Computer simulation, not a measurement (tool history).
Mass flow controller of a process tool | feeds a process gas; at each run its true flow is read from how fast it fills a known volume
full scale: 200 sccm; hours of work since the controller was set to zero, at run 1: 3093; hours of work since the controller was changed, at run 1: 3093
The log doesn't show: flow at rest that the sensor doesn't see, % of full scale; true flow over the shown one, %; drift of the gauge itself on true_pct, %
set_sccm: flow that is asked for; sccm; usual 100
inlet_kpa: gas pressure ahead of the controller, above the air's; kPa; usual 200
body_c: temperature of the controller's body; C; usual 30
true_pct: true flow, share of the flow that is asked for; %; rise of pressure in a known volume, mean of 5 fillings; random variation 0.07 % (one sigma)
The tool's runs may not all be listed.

run,hour,set_sccm,inlet_kpa,body_c,hours of work since the controller was set to zero,hours of work since the controller was changed,true_pct
1,0.0,100,200,30,3093,3093,98.85
2,101.1,100,200,30,3133,3133,98.90
3,187.8,100,200,30,3167,3167,98.83
4,290.2,100,200,30,3208,3208,98.80
5,341.6,100,200,30,3228,3228,98.78
6,435.7,100,200,30,3265,3265,98.91
7,487.6,100,200,30,3285,3285,98.75
8,535.7,100,200,30,3304,3304,98.75
9,619.5,100,200,30,3337,3337,98.93
10,691.2,100,200,30,3366,3366,98.94
11,741.2,100,264,30,3385,3385,98.70
12,810.4,100,200,30,3413,3413,98.84
13,874.3,145,144,21,3438,3438,100.05
14,919.6,145,144,20,3456,3456,100.11
15,987.3,63,200,23,3482,3482,99.29
16,1053.0,38,272,21,3508,3508,98.95
17,1135.2,38,272,21,3541,3541,98.99
18,1184.9,100,170,33,3560,3560,98.71
19,1285.5,66,152,34,3600,3600,98.39
20,1372.1,66,237,34,3634,3634,98.11
21,1436.7,66,237,34,3660,3660,98.12
22,1516.6,22,190,30,3691,3691,98.40
23,1568.6,22,190,30,3712,3712,98.45
24,1621.5,155,181,37,3732,3732,98.73

Forecast each of these 4 alternatives for the next run:
A,1701.9,182,224,33,3764,3764,?
B,1701.9,40,176,31,3764,3764,?
C,1701.9,88,200,28,3764,3764,?
D,1701.9,66,218,28,3764,3764,?

run,true_pct
A,99.14
B,98.51
C,99.01
D,98.73
Without the tool's hidden state the same runs would have given:
run,true_pct
A,99.15
B,98.52
C,99.02
D,98.74
